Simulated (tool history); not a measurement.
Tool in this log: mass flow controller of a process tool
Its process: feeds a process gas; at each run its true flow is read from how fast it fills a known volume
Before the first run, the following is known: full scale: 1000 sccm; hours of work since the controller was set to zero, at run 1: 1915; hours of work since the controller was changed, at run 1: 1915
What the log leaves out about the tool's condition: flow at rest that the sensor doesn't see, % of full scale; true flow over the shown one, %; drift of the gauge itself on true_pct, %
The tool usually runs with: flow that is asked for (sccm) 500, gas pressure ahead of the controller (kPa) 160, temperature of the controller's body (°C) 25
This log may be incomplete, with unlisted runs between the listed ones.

run	hour	flow that is asked for (sccm)	gas pressure ahead of the controller (kPa)	temperature of the controller's body (°C)	hours of work since the controller was set to zero	hours of work since the controller was changed	true flow (%)
1	0	500	160	25	1915	1915	98.07
2	77.6	500	160	25	1972	1972	98.07
3	151.2	500	160	25	2026	2026	98.13
4	250.9	876	160	25	2099	2099	99.46
5	333.2	876	160	25	2159	2159	99.48
6	484.1	876	160	25	2270	2270	99.48
7	577.6	500	160	25	2338	2338	98.3
8	647.8	500	160	25	2390	2390	98.31
9	808.3	500	160	25	2508	2508	98.25
10	954.4	500	160	25	2615	2615	98.4
11	1098.1	500	160	25	2721	2721	98.46
12	1190	500	160	25	2788	2788	98.31
13	1266.7	500	160	25	2844	2844	98.43
14	1387.6	500	160	25	2933	2933	98.51
15	1485.1	500	160	38	3005	3005	99.35
16	1597.8	500	160	38	3087	3087	99.49
17	1741.8	123	163	28	3193	3193	97.53
18	1865.6	123	163	28	3284	3284	97.74
19	1949.1	592	163	28	3345	3345	99.26
20	2114.2	682	242	28	3466	3466	99.98
21	2213.7	256	160	25	3539	3539	97.99
22	2285.9	256	160	25	3592	3592	97.85
23	2439.3	256	160	25	3705	3705	97.98
24	2548.7	256	160	25	3785	3785	98.04
25	2657.7	256	143	25	3865	3865	97.85
26	2780.8	256	143	25	3956	3956	98.06
27	2857.8	256	143	25	4012	4012	97.94
28	2994.1	500	163	25	4112	4112	98.75
29	3125.1	500	163	25	4208	4208	98.9
30	3287.3	116	160	20	4327	4327	97.24
31	3414.1	528	152	29	4420	4420	99.18
32	3561.2	528	152	29	4528	4528	99.22

Here are 5 independent what-if runs from the current tool condition. What would each one return?
A	3696	528	152	36	4627	4627	?
B	3696	269	258	25	4627	4627	?
C	3696	243	157	29	4627	4627	?
D	3696	286	242	35	4627	4627	?
E	3696	287	160	25	4627	4627	?

run	true flow (%)
A	99.9
B	98.95
C	98.45
D	99.58
E	98.27
Without the tool's unlogged condition, the same runs would have read:
run	true flow (%)
A	99.14
B	98.21
C	97.72
D	98.84
E	97.53
